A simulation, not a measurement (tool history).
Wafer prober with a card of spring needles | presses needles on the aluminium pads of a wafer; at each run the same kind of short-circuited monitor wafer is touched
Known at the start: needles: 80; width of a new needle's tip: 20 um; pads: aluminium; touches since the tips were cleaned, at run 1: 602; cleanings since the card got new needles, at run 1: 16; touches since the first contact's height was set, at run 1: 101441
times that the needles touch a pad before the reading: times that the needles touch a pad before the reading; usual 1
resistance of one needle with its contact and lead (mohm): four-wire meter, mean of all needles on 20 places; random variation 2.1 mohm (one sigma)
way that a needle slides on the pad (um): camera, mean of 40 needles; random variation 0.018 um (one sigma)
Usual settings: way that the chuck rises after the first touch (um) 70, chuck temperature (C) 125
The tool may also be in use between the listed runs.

run,day,way that the chuck rises after the first touch (um),chuck temperature (C),times that the needles touch a pad before the reading,touches since the tips were cleaned,cleanings since the card got new needles,touches since the first contact's height was set,resistance of one needle with its contact and lead (mohm),way that a needle slides on the pad (um)
1,0,70,125,1,602,16,101441,267,10.67
2,0.292,73,125,1,2320,16,103159,311,11.12
3,0.6,73,125,1,4132,16,104971,339,11.09
# day 0.821: tips cleaned on abrasive film
4,0.854,70,43,1,199,17,106437,237,10.65
5,1.192,70,125,1,2172,17,108410,309,10.63
6,1.529,70,125,1,4141,17,110379,346,10.61
# day 1.771: tips cleaned on abrasive film
7,1.808,70,125,1,208,18,111989,253,10.64
8,2.083,70,125,1,1829,18,113610,299,10.62
9,2.292,70,125,1,3061,18,114842,327,10.65
10,2.662,66,85,2,5227,18,117008,316,10.01
# day 2.688: tips cleaned on abrasive film
11,2.971,70,58,1,1649,19,118786,295,10.62
12,3.267,70,58,1,3387,19,120524,337,10.63
13,3.542,70,58,1,5011,19,122148,358,10.62
# day 3.621: tips cleaned on abrasive film
14,3.812,69,33,1,1125,20,123705,272,10.43
15,4.117,85,54,2,2906,20,125486,256,12.92
16,4.462,71,125,2,4934,20,127514,308,10.73
# day 4.562: tips cleaned on abrasive film
17,4.821,71,125,2,1522,21,129604,270,10.75

Forecast each of these 3 alternatives for the next run:
A,5.138,78,125,2,3380,21,131462,?,?
B,5.138,65,94,2,3380,21,131462,?,?
C,5.138,70,74,2,3380,21,131462,?,?

run,resistance of one needle with its contact and lead (mohm),way that a needle slides on the pad (um)
A,283,11.84
B,301,9.83
C,289,10.6
Without the tool's hidden state the same runs would have given:
run,resistance of one needle with its contact and lead (mohm),way that a needle slides on the pad (um)
A,235,12.03
B,231,10.02
C,226,10.79
